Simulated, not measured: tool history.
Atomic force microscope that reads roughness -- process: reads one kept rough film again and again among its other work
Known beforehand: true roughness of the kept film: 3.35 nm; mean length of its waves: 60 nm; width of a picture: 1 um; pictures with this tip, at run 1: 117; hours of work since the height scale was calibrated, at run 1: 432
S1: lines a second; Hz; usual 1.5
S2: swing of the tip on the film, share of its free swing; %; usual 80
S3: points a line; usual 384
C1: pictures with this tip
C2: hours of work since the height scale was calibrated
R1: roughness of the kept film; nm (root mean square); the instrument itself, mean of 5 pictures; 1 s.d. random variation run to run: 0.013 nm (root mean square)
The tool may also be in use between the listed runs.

{"run": 1, "hour": 0.0, "S1": 1.5, "S2": 80, "S3": 384, "C1": 117, "C2": 432, "R1": 3.075}
{"run": 2, "hour": 8.9, "S1": 1.5, "S2": 80, "S3": 384, "C1": 136, "C2": 438, "R1": 3.092}
{"hour": 16.3, "done": "new tip fitted"}
{"run": 3, "hour": 21.5, "S1": 1.5, "S2": 80, "S3": 767, "C1": 11, "C2": 446, "R1": 3.094}
{"run": 4, "hour": 43.4, "S1": 1.95, "S2": 80, "S3": 384, "C1": 55, "C2": 461, "R1": 3.037}
{"run": 5, "hour": 58.7, "S1": 1.95, "S2": 80, "S3": 384, "C1": 87, "C2": 471, "R1": 3.071}
{"run": 6, "hour": 69.3, "S1": 1.95, "S2": 80, "S3": 384, "C1": 109, "C2": 478, "R1": 3.059}
{"run": 7, "hour": 83.5, "S1": 1.5, "S2": 80, "S3": 384, "C1": 138, "C2": 487, "R1": 3.083}
{"hour": 90.4, "done": "new tip fitted"}
{"run": 8, "hour": 94.5, "S1": 1.85, "S2": 61, "S3": 339, "C1": 8, "C2": 495, "R1": 3.164}
{"run": 9, "hour": 104.0, "S1": 1.85, "S2": 61, "S3": 339, "C1": 28, "C2": 501, "R1": 3.179}

Expected results for the next run?
{"run": 10, "hour": 114.3, "S1": 1.01, "S2": 70, "S3": 585, "C1": 49, "C2": 508, "R1": "?"}

{"run 10": {"R1": 3.177}}
If the tool had no hidden condition, the same run with the same run-to-run variation would have returned R1 3.179 nm (root mean square).

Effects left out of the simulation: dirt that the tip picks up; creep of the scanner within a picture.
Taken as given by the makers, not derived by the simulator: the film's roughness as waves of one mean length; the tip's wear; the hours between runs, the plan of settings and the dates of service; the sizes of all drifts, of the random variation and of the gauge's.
